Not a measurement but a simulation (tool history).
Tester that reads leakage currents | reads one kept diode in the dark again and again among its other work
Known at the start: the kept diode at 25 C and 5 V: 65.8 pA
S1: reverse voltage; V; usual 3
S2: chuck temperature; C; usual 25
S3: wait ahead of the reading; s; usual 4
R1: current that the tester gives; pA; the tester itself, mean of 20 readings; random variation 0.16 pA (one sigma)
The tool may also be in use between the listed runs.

Run 1, hour 0: usual settings. Result: R1 49.42 pA.
Run 2, hour 75.2: usual settings. Result: R1 49.41 pA.
Run 3, hour 205.5: usual settings but S2 53 C. Result: R1 472.74 pA.
Run 4, hour 273.8: usual settings but S2 53 C. Result: R1 472.65 pA.
Run 5, hour 404: usual settings. Result: R1 49.39 pA.
At hour 438.9: chuck's temperature calibrated.
Run 6, hour 527: usual settings but S3 2.59 s. Result: R1 52.41 pA.
Run 7, hour 583.2: usual settings. Result: R1 52.6 pA.
Run 8, hour 656.2: usual settings but S3 0.54 s. Result: R1 54.28 pA.
Run 9, hour 721.2: usual settings but S3 0.54 s. Result: R1 53.77 pA.
Run 10, hour 803.2: usual settings. Result: R1 52.46 pA.
Run 11, hour 875.6: usual settings but S2 31 C. Result: R1 86.67 pA.
Run 12, hour 967.6: usual settings but S2 31 C. Result: R1 86.67 pA.
Run 13, hour 1033.8: usual settings but S1 2.76 V. Result: R1 49.92 pA.
At hour 1142.1: probe card cleaned and baked.
Run 14, hour 1142.1: usual settings but S1 2.76 V. Result: R1 47.49 pA.
Run 15, hour 1203.5: usual settings but S1 2.76 V. Result: R1 47.55 pA.
Run 16, hour 1308.7: usual settings but S1 2.76 V. Result: R1 47.47 pA.
Run 17, hour 1405.9: usual settings. Result: R1 50.21 pA.
Run 18, hour 1525.8: usual settings. Result: R1 49.68 pA.
Run 19, hour 1605.4: usual settings. Result: R1 49.84 pA.
At hour 1616.2: tester calibrated.
Run 20, hour 1707.4: usual settings but S2 50 C. Result: R1 387.56 pA.
Run 21, hour 1815.8: usual settings but S1 4.1 V, S3 0.64 s. Result: R1 62.02 pA.
Run 22, hour 1950.3: usual settings but S1 4.1 V, S3 0.64 s. Result: R1 61.86 pA.
Run 23, hour 2067.5: usual settings but S1 2.61 V, S3 1.07 s. Result: R1 47.01 pA.
Run 24, hour 2168: usual settings but S1 2.61 V, S3 1.07 s. Result: R1 47.33 pA.
Run 25, hour 2302.2: usual settings but S1 4.36 V, S2 49 C, S3 7.81 s. Result: R1 436.73 pA.
At hour 2310.2: tester calibrated, once more.
Run 26, hour 2383.7: usual settings but S2 53 C, S3 7.97 s. Result: R1 470.02 pA.
Run 27, hour 2509.3: usual settings but S1 1.45 V, S2 54 C, S3 3.1 s. Result: R1 335.78 pA.
Run 28, hour 2601.8: usual settings but S1 1.06 V, S3 1.52 s. Result: R1 27.58 pA.
Run 29, hour 2662: usual settings but S1 1.06 V, S3 1.52 s. Result: R1 27.6 pA.
At hour 2685: chuck's temperature calibrated.
Run 30, hour 2732.4: usual settings but S1 3.41 V, S3 1.52 s. Result: R1 57.63 pA.
Run 31, hour 2832.1: usual settings but S1 3.41 V, S3 1.52 s. Result: R1 57.48 pA.
Run 32, hour 2927.6: usual settings but S1 12.67 V, S3 1.02 s. Result: R1 127.6 pA.
At hour 2976.2: probe card cleaned and baked.
Run 33, hour 3044.9: usual settings but S1 4.52 V, S2 28 C. Result: R1 82.25 pA.
Run 34, hour 3130.7: usual settings but S1 4.52 V, S2 20 C, S3 8.63 s. Result: R1 40.6 pA.
Run 35, hour 3259.9: usual settings but S1 1.02 V, S2 36 C, S3 8.63 s. Result: R1 70.11 pA.
Run 36, hour 3380: usual settings but S1 8.71 V, S2 35 C, S3 7.83 s. Result: R1 212.79 pA.
Run 37, hour 3457.9: usual settings but S1 11.06 V, S2 48 C. Result: R1 688.14 pA.
Run 38, hour 3529.2: usual settings but S2 23 C, S3 0.41 s. Result: R1 44.75 pA.
Run 39, hour 3666.1: usual settings but S1 1.64 V, S3 1.22 s. Result: R1 36.26 pA.

3 ways to go on from here, each from the tool as it stands after run 39. What would each give?
Run A, hour 3736.4: usual settings but S2 34 C, S3 4.23 s. Result: R1 ?.
Run B, hour 3736.4: usual settings but S1 4.95 V, S2 38 C. Result: R1 ?.
Run C, hour 3736.4: usual settings but S2 46 C, S3 0.57 s. Result: R1 ?.

run      R1
  A  108.15
  B  198.85
  C  284.25
Without the tool's hidden state the same runs would have given:
run      R1
  A  108.21
  B  199.13
  C  286.23
